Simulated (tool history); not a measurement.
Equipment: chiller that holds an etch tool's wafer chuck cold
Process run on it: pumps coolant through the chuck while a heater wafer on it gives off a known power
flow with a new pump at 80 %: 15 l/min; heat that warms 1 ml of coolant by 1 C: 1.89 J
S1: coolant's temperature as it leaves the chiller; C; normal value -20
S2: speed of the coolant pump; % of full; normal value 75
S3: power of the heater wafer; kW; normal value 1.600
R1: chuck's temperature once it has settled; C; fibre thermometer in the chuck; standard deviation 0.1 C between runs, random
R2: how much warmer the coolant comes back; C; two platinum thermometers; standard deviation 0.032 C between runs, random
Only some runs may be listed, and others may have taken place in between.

run 1 hour=0.0 | S1=-20 S2=75 S3=1.600 | R1=-3.8 R2=3.64
run 2 hour=87.3 | S1=-20 S2=75 S3=1.600 | R1=-3.8 R2=3.71
-- hour=140.4 chiller's thermometer calibrated
run 3 hour=187.1 | S1=-20 S2=75 S3=1.600 | R1=-3.3 R2=3.74
run 4 hour=265.1 | S1=-20 S2=75 S3=1.600 | R1=-3.4 R2=3.74
run 5 hour=319.4 | S1=-20 S2=75 S3=1.600 | R1=-3.4 R2=3.72
run 6 hour=408.9 | S1=-20 S2=75 S3=1.600 | R1=-3.2 R2=3.76
run 7 hour=485.6 | S1=-20 S2=78 S3=0.880 | R1=-11.3 R2=2.02

Run 8, settings as shown, results not yet in. Your forecast:
run 8 hour=589.9 | S1=-20 S2=78 S3=0.880 | R1=? R2=?

R1: -11.2 C
R2: 1.94 C
Had the tool carried no hidden state, the very same run would have given R1 -12.1 C, R2 1.87 C.
